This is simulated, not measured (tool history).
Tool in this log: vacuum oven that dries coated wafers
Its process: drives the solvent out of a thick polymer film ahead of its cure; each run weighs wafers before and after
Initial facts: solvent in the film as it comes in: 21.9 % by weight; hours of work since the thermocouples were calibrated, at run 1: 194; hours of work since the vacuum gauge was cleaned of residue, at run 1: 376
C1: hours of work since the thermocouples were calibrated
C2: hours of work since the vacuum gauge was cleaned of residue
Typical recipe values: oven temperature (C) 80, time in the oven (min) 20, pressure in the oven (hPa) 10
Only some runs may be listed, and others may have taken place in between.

{"run": 1, "hour": 0.0, "oven temperature (C)": 80, "time in the oven (min)": 20, "pressure in the oven (hPa)": 10, "C1": 194, "C2": 376, "solvent left in the film (%)": 1.82}
{"run": 2, "hour": 13.7, "oven temperature (C)": 80, "time in the oven (min)": 20, "pressure in the oven (hPa)": 10, "C1": 200, "C2": 381, "solvent left in the film (%)": 1.75}
{"run": 3, "hour": 35.4, "oven temperature (C)": 80, "time in the oven (min)": 20, "pressure in the oven (hPa)": 10, "C1": 209, "C2": 390, "solvent left in the film (%)": 1.82}
{"run": 4, "hour": 49.2, "oven temperature (C)": 80, "time in the oven (min)": 20, "pressure in the oven (hPa)": 10, "C1": 214, "C2": 396, "solvent left in the film (%)": 1.74}
{"run": 5, "hour": 68.2, "oven temperature (C)": 80, "time in the oven (min)": 20, "pressure in the oven (hPa)": 10, "C1": 222, "C2": 404, "solvent left in the film (%)": 1.72}
{"run": 6, "hour": 84.2, "oven temperature (C)": 80, "time in the oven (min)": 20, "pressure in the oven (hPa)": 10, "C1": 229, "C2": 410, "solvent left in the film (%)": 1.77}
{"run": 7, "hour": 94.1, "oven temperature (C)": 80, "time in the oven (min)": 20, "pressure in the oven (hPa)": 10, "C1": 233, "C2": 415, "solvent left in the film (%)": 1.9}
{"run": 8, "hour": 104.1, "oven temperature (C)": 80, "time in the oven (min)": 20, "pressure in the oven (hPa)": 10, "C1": 237, "C2": 419, "solvent left in the film (%)": 1.88}
{"run": 9, "hour": 119.5, "oven temperature (C)": 80, "time in the oven (min)": 20, "pressure in the oven (hPa)": 10, "C1": 243, "C2": 425, "solvent left in the film (%)": 1.8}
{"run": 10, "hour": 141.8, "oven temperature (C)": 80, "time in the oven (min)": 20, "pressure in the oven (hPa)": 10, "C1": 253, "C2": 434, "solvent left in the film (%)": 1.79}
{"run": 11, "hour": 161.6, "oven temperature (C)": 80, "time in the oven (min)": 20, "pressure in the oven (hPa)": 10, "C1": 261, "C2": 442, "solvent left in the film (%)": 1.8}
{"run": 12, "hour": 183.8, "oven temperature (C)": 80, "time in the oven (min)": 20, "pressure in the oven (hPa)": 10, "C1": 270, "C2": 452, "solvent left in the film (%)": 1.93}
{"run": 13, "hour": 200.1, "oven temperature (C)": 94, "time in the oven (min)": 13, "pressure in the oven (hPa)": 16.3, "C1": 277, "C2": 458, "solvent left in the film (%)": 1.36}

Predict the results of run 14:
{"run": 14, "hour": 222.5, "oven temperature (C)": 83, "time in the oven (min)": 20, "pressure in the oven (hPa)": 23.7, "C1": 286, "C2": 468, "solvent left in the film (%)": "?"}

Run 14 came out at solvent left in the film (%) 2.66.
The same run, on a tool lacking any hidden state, would have yielded solvent left in the film (%) 2.45.
